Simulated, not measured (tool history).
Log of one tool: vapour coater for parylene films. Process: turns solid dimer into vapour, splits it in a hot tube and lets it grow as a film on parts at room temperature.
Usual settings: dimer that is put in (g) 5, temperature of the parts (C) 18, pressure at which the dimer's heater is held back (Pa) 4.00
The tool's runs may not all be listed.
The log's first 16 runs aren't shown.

run    hour  dimer that is put in (g)  temperature of the parts (C)  pressure at which the dimer's heater is held back (Pa)  hours of work since the trap's valve was overhauled  hours of work since the table's thermometer was calibrated  thickness of the film (µm)
 17  1020.0                         5                            11                                                    4.00                                                  561                                                         618                       1.120
 18  1104.3                         5                            11                                                    4.00                                                  622                                                         679                       1.117
 19  1172.0                         5                            11                                                    4.00                                                  671                                                         728                       1.114
     1180.1  -- trap's valve overhauled
 20  1221.2                         5                            11                                                    4.00                                                   30                                                         761                       1.164
 21  1296.0                         5                            11                                                    4.00                                                   85                                                         816                       1.161
 22  1339.6                         5                            18                                                    7.95                                                  116                                                         848                       0.882
 23  1399.2                         5                            18                                                    7.95                                                  160                                                         891                       0.876
 24  1444.6                         4                            11                                                    4.00                                                  193                                                         924                       0.915
 25  1480.6                         2                            12                                                    4.00                                                  219                                                         950                       0.445
 26  1524.0                         7                            13                                                    9.88                                                  251                                                         982                       1.292
 27  1573.5                         2                            14                                                    4.00                                                  287                                                        1018                       0.428
 28  1644.8                         2                            14                                                    4.00                                                  339                                                        1070                       0.425
 29  1695.0                         5                            13                                                    4.01                                                  375                                                        1107                       1.076

Run 30 comes next. What will it give?
 30  1763.8                         8                            13                                                    2.71                                                  425                                                        1157                           ?

thickness of the film (µm): 1.853
Without the tool's hidden state the same run would have given thickness of the film (µm) 1.953.
